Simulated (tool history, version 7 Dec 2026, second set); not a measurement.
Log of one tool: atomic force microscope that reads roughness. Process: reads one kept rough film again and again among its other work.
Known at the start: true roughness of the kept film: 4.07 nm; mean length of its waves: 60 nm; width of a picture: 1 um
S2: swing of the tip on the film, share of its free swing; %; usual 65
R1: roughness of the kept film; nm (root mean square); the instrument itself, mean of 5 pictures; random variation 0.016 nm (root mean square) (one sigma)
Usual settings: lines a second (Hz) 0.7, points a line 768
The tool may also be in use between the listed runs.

run 1 hour=0 | lines_a_second_(Hz)=0.7 S2=65 points_a_line=768 | R1=3.771
run 2 hour=10 | lines_a_second_(Hz)=0.7 S2=65 points_a_line=768 | R1=3.752
-- hour=11.9 new tip fitted
run 3 hour=20.6 | lines_a_second_(Hz)=0.7 S2=65 points_a_line=768 | R1=3.939
run 4 hour=26.7 | lines_a_second_(Hz)=0.7 S2=65 points_a_line=768 | R1=3.961
run 5 hour=35.6 | lines_a_second_(Hz)=0.7 S2=65 points_a_line=768 | R1=3.892
run 6 hour=44.1 | lines_a_second_(Hz)=0.7 S2=65 points_a_line=768 | R1=3.901
run 7 hour=52.5 | lines_a_second_(Hz)=0.7 S2=65 points_a_line=768 | R1=3.904
run 8 hour=57.6 | lines_a_second_(Hz)=0.7 S2=65 points_a_line=768 | R1=3.901
run 9 hour=68.5 | lines_a_second_(Hz)=0.957 S2=87 points_a_line=407 | R1=3.736
run 10 hour=76.5 | lines_a_second_(Hz)=0.586 S2=65 points_a_line=768 | R1=3.91
run 11 hour=84.3 | lines_a_second_(Hz)=0.7 S2=65 points_a_line=859 | R1=3.871
run 12 hour=90.3 | lines_a_second_(Hz)=0.7 S2=65 points_a_line=859 | R1=3.874
run 13 hour=95.7 | lines_a_second_(Hz)=0.7 S2=65 points_a_line=859 | R1=3.856
run 14 hour=100.2 | lines_a_second_(Hz)=0.7 S2=65 points_a_line=756 | R1=3.83
run 15 hour=105.2 | lines_a_second_(Hz)=1.474 S2=79 points_a_line=756 | R1=3.728
run 16 hour=110.1 | lines_a_second_(Hz)=3.353 S2=65 points_a_line=858 | R1=3.681

Forecast each of these 5 alternatives for the next run:
run A hour=119.1 | lines_a_second_(Hz)=1.121 S2=78 points_a_line=530 | R1=?
run B hour=119.1 | lines_a_second_(Hz)=3.353 S2=65 points_a_line=259 | R1=?
run C hour=119.1 | lines_a_second_(Hz)=0.7 S2=57 points_a_line=768 | R1=?
run D hour=119.1 | lines_a_second_(Hz)=3.353 S2=64 points_a_line=858 | R1=?
run E hour=119.1 | lines_a_second_(Hz)=1.616 S2=81 points_a_line=1011 | R1=?

run=A R1=3.739
run=B R1=3.655
run=C R1=3.835
run=D R1=3.718
run=E R1=3.662
Without the tool's hidden state the same runs would have given:
run=A R1=3.842
run=B R1=3.756
run=C R1=3.941
run=D R1=3.82
run=E R1=3.763
